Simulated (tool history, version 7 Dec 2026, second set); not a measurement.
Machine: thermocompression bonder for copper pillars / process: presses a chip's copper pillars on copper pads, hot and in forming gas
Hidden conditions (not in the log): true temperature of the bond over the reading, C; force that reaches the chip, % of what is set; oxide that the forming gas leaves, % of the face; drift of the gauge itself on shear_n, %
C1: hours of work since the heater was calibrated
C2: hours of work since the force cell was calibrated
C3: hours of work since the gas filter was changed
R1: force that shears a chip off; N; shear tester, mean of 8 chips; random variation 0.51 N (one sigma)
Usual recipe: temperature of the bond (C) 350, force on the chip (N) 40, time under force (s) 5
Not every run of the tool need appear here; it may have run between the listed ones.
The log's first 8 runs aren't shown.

Run 9, hour 213.4: usual settings but force on the chip (N) 32; C1 681; C2 507; C3 83. Result: R1 40.1 N.
Run 10, hour 233.3: usual settings; C1 692; C2 517; C3 94. Result: R1 47.5 N.
Run 11, hour 271.0: usual settings; C1 711; C2 537; C3 113. Result: R1 47.1 N.
Run 12, hour 287.8: usual settings but force on the chip (N) 34; C1 720; C2 546; C3 122. Result: R1 40.9 N.
Run 13, hour 305.4: usual settings but force on the chip (N) 34; C1 729; C2 555; C3 131. Result: R1 41.7 N.
Run 14, hour 345.0: usual settings but time under force (s) 3; C1 750; C2 576; C3 152. Result: R1 38.7 N.
Run 15, hour 361.2: usual settings but temperature of the bond (C) 329, time under force (s) 3; C1 759; C2 584; C3 161. Result: R1 30.7 N.
At hour 381.2: heater calibrated with a thermocouple chip.
Run 16, hour 388.7: usual settings but temperature of the bond (C) 369, time under force (s) 3; C1 4; C2 598; C3 174. Result: R1 41.2 N.
Run 17, hour 407.6: usual settings but temperature of the bond (C) 369, time under force (s) 3; C1 14; C2 608; C3 184. Result: R1 41.4 N.
At hour 441.5: forming gas filter changed.
Run 18, hour 441.5: usual settings; C1 31; C2 625; C3 0. Result: R1 44.3 N.
Run 19, hour 480.3: usual settings; C1 52; C2 646; C3 20. Result: R1 43.7 N.
Run 20, hour 502.1: usual settings; C1 63; C2 657; C3 32. Result: R1 43.8 N.
Run 21, hour 526.2: usual settings; C1 76; C2 670; C3 45. Result: R1 43.4 N.
Run 22, hour 552.5: usual settings; C1 90; C2 684; C3 58. Result: R1 42.5 N.
Run 23, hour 585.1: usual settings but temperature of the bond (C) 378; C1 107; C2 701; C3 75. Result: R1 56.3 N.
Run 24, hour 610.5: usual settings but temperature of the bond (C) 346; C1 120; C2 714; C3 89. Result: R1 41.8 N.
Run 25, hour 632.0: usual settings but temperature of the bond (C) 326, force on the chip (N) 28; C1 132; C2 725; C3 100. Result: R1 24.8 N.
Run 26, hour 657.4: usual settings but temperature of the bond (C) 326, force on the chip (N) 28; C1 145; C2 739; C3 113. Result: R1 24.2 N.
Run 27, hour 697.4: usual settings but temperature of the bond (C) 326, force on the chip (N) 28; C1 166; C2 760; C3 135. Result: R1 24.4 N.
Run 28, hour 726.9: usual settings but temperature of the bond (C) 367, force on the chip (N) 30, time under force (s) 14; C1 181; C2 775; C3 150. Result: R1 59.2 N.
Run 29, hour 747.1: usual settings but temperature of the bond (C) 329, force on the chip (N) 31, time under force (s) 8; C1 192; C2 786; C3 161. Result: R1 34.3 N.
Run 30, hour 771.5: usual settings but force on the chip (N) 25; C1 205; C2 799; C3 173. Result: R1 29.6 N.
Run 31, hour 798.6: usual settings but temperature of the bond (C) 356, force on the chip (N) 25, time under force (s) 10; C1 219; C2 813; C3 188. Result: R1 41.2 N.
Run 32, hour 817.2: usual settings but temperature of the bond (C) 325, force on the chip (N) 35, time under force (s) 3; C1 229; C2 823; C3 197. Result: R1 24.0 N.
At hour 823.1: forming gas filter changed.
Run 33, hour 856.3: usual settings but temperature of the bond (C) 340, force on the chip (N) 48, time under force (s) 4; C1 249; C2 843; C3 17. Result: R1 42.1 N.

Expected results for the next run?
Run 34, hour 878.9: usual settings but temperature of the bond (C) 345, force on the chip (N) 51; C1 261; C2 855; C3 29. Result: R1 ?.

For run 34 the tool returned R1 51.2 N.
Without the tool's hidden state the same run would have given R1 50.5 N.
